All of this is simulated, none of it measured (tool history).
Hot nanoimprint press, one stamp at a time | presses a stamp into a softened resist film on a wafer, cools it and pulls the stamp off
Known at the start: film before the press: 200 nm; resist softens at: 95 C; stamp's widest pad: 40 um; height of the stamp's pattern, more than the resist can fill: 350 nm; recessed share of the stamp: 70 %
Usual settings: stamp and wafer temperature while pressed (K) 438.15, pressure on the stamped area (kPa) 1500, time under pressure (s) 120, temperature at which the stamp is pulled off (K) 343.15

run	hour	stamp and wafer temperature while pressed (K)	pressure on the stamped area (kPa)	time under pressure (s)	temperature at which the stamp is pulled off (K)	resist left under the stamp's widest pad (angstrom)	greatest force while the stamp is pulled off (N)
1	0	438.15	1500	120	343.15	708	166
2	14.3	438.15	1500	120	343.15	710	168
3	28.8	438.15	1500	120	343.15	714	175
4	41.9	438.15	1500	120	343.15	708	173
5	65	438.15	1500	120	343.15	708	179
6	83.4	438.15	990	120	343.15	864	176
7	108.6	438.15	1170	120	343.15	799	183
8	121.4	438.15	1170	120	343.15	800	176
9	141.5	445.15	1170	120	343.15	588	186
10	154.2	448.15	1170	203	329.15	400	231
11	175.8	438.15	1500	81	351.15	828	157

What does the tool deliver on the next run?
12	203.9	436.15	1500	69	330.15	?	?

resist left under the stamp's widest pad (angstrom): 941
greatest force while the stamp is pulled off (N): 230
The same run, on a tool lacking any hidden state, would have yielded resist left under the stamp's widest pad (angstrom) 981, greatest force while the stamp is pulled off (N) 158.
